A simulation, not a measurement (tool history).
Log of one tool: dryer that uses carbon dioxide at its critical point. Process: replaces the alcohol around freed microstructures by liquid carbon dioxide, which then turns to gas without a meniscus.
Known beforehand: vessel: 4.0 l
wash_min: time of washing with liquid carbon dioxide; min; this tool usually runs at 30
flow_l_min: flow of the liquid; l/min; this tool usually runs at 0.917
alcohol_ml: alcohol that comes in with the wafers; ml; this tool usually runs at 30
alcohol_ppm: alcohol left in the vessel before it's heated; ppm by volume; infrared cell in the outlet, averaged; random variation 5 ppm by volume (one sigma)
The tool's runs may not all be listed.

run 1 day=0.000 | wash_min=30 flow_l_min=0.917 alcohol_ml=30 | alcohol_ppm=82
run 2 day=0.908 | wash_min=19 flow_l_min=0.917 alcohol_ml=30 | alcohol_ppm=229
run 3 day=1.996 | wash_min=19 flow_l_min=0.917 alcohol_ml=30 | alcohol_ppm=225
run 4 day=3.238 | wash_min=19 flow_l_min=0.917 alcohol_ml=30 | alcohol_ppm=237
run 5 day=4.342 | wash_min=30 flow_l_min=0.917 alcohol_ml=30 | alcohol_ppm=101
run 6 day=5.467 | wash_min=30 flow_l_min=0.917 alcohol_ml=22 | alcohol_ppm=98
run 7 day=6.758 | wash_min=42 flow_l_min=1.324 alcohol_ml=21 | alcohol_ppm=81
run 8 day=8.150 | wash_min=29 flow_l_min=0.917 alcohol_ml=30 | alcohol_ppm=105
run 9 day=8.904 | wash_min=26 flow_l_min=1.144 alcohol_ml=96 | alcohol_ppm=124
run 10 day=10.346 | wash_min=18 flow_l_min=1.024 alcohol_ml=69 | alcohol_ppm=395
run 11 day=11.404 | wash_min=30 flow_l_min=0.550 alcohol_ml=102 | alcohol_ppm=830
run 12 day=12.762 | wash_min=26 flow_l_min=1.232 alcohol_ml=54 | alcohol_ppm=103

Consider 5 possible next runs. They are alternatives, not a sequence: every one starts from the tool as it was left by run 12. What does each give?
run A day=14.142 | wash_min=24 flow_l_min=0.917 alcohol_ml=30 | alcohol_ppm=?
run B day=14.142 | wash_min=31 flow_l_min=1.232 alcohol_ml=53 | alcohol_ppm=?
run C day=14.142 | wash_min=37 flow_l_min=0.840 alcohol_ml=30 | alcohol_ppm=?
run D day=14.142 | wash_min=30 flow_l_min=0.668 alcohol_ml=30 | alcohol_ppm=?
run E day=14.142 | wash_min=37 flow_l_min=1.292 alcohol_ml=47 | alcohol_ppm=?

run=A alcohol_ppm=167
run=B alcohol_ppm=101
run=C alcohol_ppm=112
run=D alcohol_ppm=194
run=E alcohol_ppm=96
With no hidden state in the tool, these same runs would have given:
run=A alcohol_ppm=55
run=B alcohol_ppm=8
run=C alcohol_ppm=16
run=D alcohol_ppm=80
run=E alcohol_ppm=3

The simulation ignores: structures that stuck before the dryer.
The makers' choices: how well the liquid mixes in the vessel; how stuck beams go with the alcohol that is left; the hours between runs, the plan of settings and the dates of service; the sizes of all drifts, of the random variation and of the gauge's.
